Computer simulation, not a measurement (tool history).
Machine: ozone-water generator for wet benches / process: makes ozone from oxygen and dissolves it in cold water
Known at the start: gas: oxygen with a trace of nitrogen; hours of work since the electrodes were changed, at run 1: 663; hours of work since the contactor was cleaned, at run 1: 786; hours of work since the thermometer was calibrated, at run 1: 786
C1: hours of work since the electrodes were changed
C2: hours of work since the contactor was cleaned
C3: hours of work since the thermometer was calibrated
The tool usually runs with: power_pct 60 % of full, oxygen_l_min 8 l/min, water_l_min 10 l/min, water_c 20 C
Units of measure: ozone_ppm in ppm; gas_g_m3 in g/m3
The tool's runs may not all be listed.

run 1 day=0 | power_pct=60 oxygen_l_min=8 water_l_min=10 water_c=20 | C1=663 C2=786 C3=786 | ozone_ppm=38.2 gas_g_m3=227.4
run 2 day=1.742 | power_pct=60 oxygen_l_min=8 water_l_min=10 water_c=20 | C1=703 C2=826 C3=826 | ozone_ppm=38.3 gas_g_m3=226.9
run 3 day=3.392 | power_pct=60 oxygen_l_min=8 water_l_min=10 water_c=26 | C1=741 C2=864 C3=864 | ozone_ppm=33.3 gas_g_m3=228.3
run 4 day=4.892 | power_pct=60 oxygen_l_min=8 water_l_min=10 water_c=20 | C1=776 C2=898 C3=898 | ozone_ppm=38.4 gas_g_m3=226.6
run 5 day=6.158 | power_pct=60 oxygen_l_min=8 water_l_min=10 water_c=20 | C1=805 C2=928 C3=928 | ozone_ppm=37.7 gas_g_m3=228.5
run 6 day=7.608 | power_pct=46 oxygen_l_min=8 water_l_min=10 water_c=20 | C1=838 C2=961 C3=961 | ozone_ppm=32.7 gas_g_m3=194.5
run 7 day=9.154 | power_pct=60 oxygen_l_min=8 water_l_min=10 water_c=20 | C1=874 C2=996 C3=996 | ozone_ppm=38.2 gas_g_m3=229.1
run 8 day=10.508 | power_pct=60 oxygen_l_min=8 water_l_min=10 water_c=20 | C1=905 C2=1028 C3=1028 | ozone_ppm=38.6 gas_g_m3=230.3
run 9 day=11.621 | power_pct=60 oxygen_l_min=8 water_l_min=10 water_c=20 | C1=930 C2=1053 C3=1053 | ozone_ppm=38.6 gas_g_m3=228.9
run 10 day=12.808 | power_pct=60 oxygen_l_min=8 water_l_min=10 water_c=20 | C1=958 C2=1081 C3=1081 | ozone_ppm=37.8 gas_g_m3=228.7
run 11 day=14.154 | power_pct=60 oxygen_l_min=8 water_l_min=10 water_c=20 | C1=989 C2=1112 C3=1112 | ozone_ppm=38.4 gas_g_m3=233.2
run 12 day=16.029 | power_pct=60 oxygen_l_min=8 water_l_min=10 water_c=18 | C1=1032 C2=1155 C3=1155 | ozone_ppm=39.7 gas_g_m3=230.1
run 13 day=17.783 | power_pct=60 oxygen_l_min=8 water_l_min=10 water_c=18 | C1=1072 C2=1195 C3=1195 | ozone_ppm=40.6 gas_g_m3=229.5
run 14 day=19.167 | power_pct=43 oxygen_l_min=8 water_l_min=7 water_c=20 | C1=1104 C2=1227 C3=1227 | ozone_ppm=35.6 gas_g_m3=186
run 15 day=20.392 | power_pct=43 oxygen_l_min=8 water_l_min=7 water_c=20 | C1=1132 C2=1255 C3=1255 | ozone_ppm=35.6 gas_g_m3=188.3
run 16 day=21.258 | power_pct=72 oxygen_l_min=6.74 water_l_min=7 water_c=19 | C1=1152 C2=1275 C3=1275 | ozone_ppm=51.5 gas_g_m3=271.3
run 17 day=22.479 | power_pct=79 oxygen_l_min=5.46 water_l_min=8 water_c=20 | C1=1180 C2=1303 C3=1303 | ozone_ppm=50.6 gas_g_m3=307.9
run 18 day=24.238 | power_pct=79 oxygen_l_min=10.46 water_l_min=8 water_c=27 | C1=1221 C2=1343 C3=1343 | ozone_ppm=40.4 gas_g_m3=250.3
run 19 day=25.071 | power_pct=42 oxygen_l_min=12.95 water_l_min=10 water_c=20 | C1=1240 C2=1363 C3=1363 | ozone_ppm=29.3 gas_g_m3=158.8
run 20 day=26.458 | power_pct=42 oxygen_l_min=6.56 water_l_min=10 water_c=26 | C1=1272 C2=1395 C3=1395 | ozone_ppm=27 gas_g_m3=195.1
run 21 day=27.575 | power_pct=60 oxygen_l_min=8 water_l_min=10 water_c=13 | C1=1298 C2=1420 C3=1420 | ozone_ppm=44.8 gas_g_m3=228.7
run 22 day=29.029 | power_pct=67 oxygen_l_min=8 water_l_min=8 water_c=13 | C1=1331 C2=1454 C3=1454 | ozone_ppm=53.5 gas_g_m3=246.2
run 23 day=30.333 | power_pct=71 oxygen_l_min=9.7 water_l_min=10 water_c=16 | C1=1361 C2=1484 C3=1484 | ozone_ppm=46.4 gas_g_m3=240.4
run 24 day=31.671 | power_pct=60 oxygen_l_min=8 water_l_min=8 water_c=17 | C1=1392 C2=1514 C3=1514 | ozone_ppm=45.1 gas_g_m3=230.2

Each row is a separate what-if for the run after 24, all from the same tool condition, not one after another. Results?
run A day=32.583 | power_pct=49 oxygen_l_min=6.97 water_l_min=7 water_c=17 | C1=1413 C2=1535 C3=1535 | ozone_ppm=? gas_g_m3=?
run B day=32.583 | power_pct=47 oxygen_l_min=8 water_l_min=12 water_c=18 | C1=1413 C2=1535 C3=1535 | ozone_ppm=? gas_g_m3=?
run C day=32.583 | power_pct=60 oxygen_l_min=14.06 water_l_min=8 water_c=17 | C1=1413 C2=1535 C3=1535 | ozone_ppm=? gas_g_m3=?
run D day=32.583 | power_pct=67 oxygen_l_min=8 water_l_min=10 water_c=18 | C1=1413 C2=1535 C3=1535 | ozone_ppm=? gas_g_m3=?
run E day=32.583 | power_pct=60 oxygen_l_min=8 water_l_min=7 water_c=18 | C1=1413 C2=1535 C3=1535 | ozone_ppm=? gas_g_m3=?

run=A ozone_ppm=42.4 gas_g_m3=212.5
run=B ozone_ppm=31.4 gas_g_m3=198.4
run=C ozone_ppm=41.7 gas_g_m3=192.8
run=D ozone_ppm=42.5 gas_g_m3=246.7
run=E ozone_ppm=46.2 gas_g_m3=229.6
With the hidden condition removed and each run's random variation left untouched, the same runs would have given:
run=A ozone_ppm=42.5 gas_g_m3=208.7
run=B ozone_ppm=31.4 gas_g_m3=194.8
run=C ozone_ppm=41.7 gas_g_m3=189.3
run=D ozone_ppm=42.6 gas_g_m3=242.3
run=E ozone_ppm=46.2 gas_g_m3=225.5

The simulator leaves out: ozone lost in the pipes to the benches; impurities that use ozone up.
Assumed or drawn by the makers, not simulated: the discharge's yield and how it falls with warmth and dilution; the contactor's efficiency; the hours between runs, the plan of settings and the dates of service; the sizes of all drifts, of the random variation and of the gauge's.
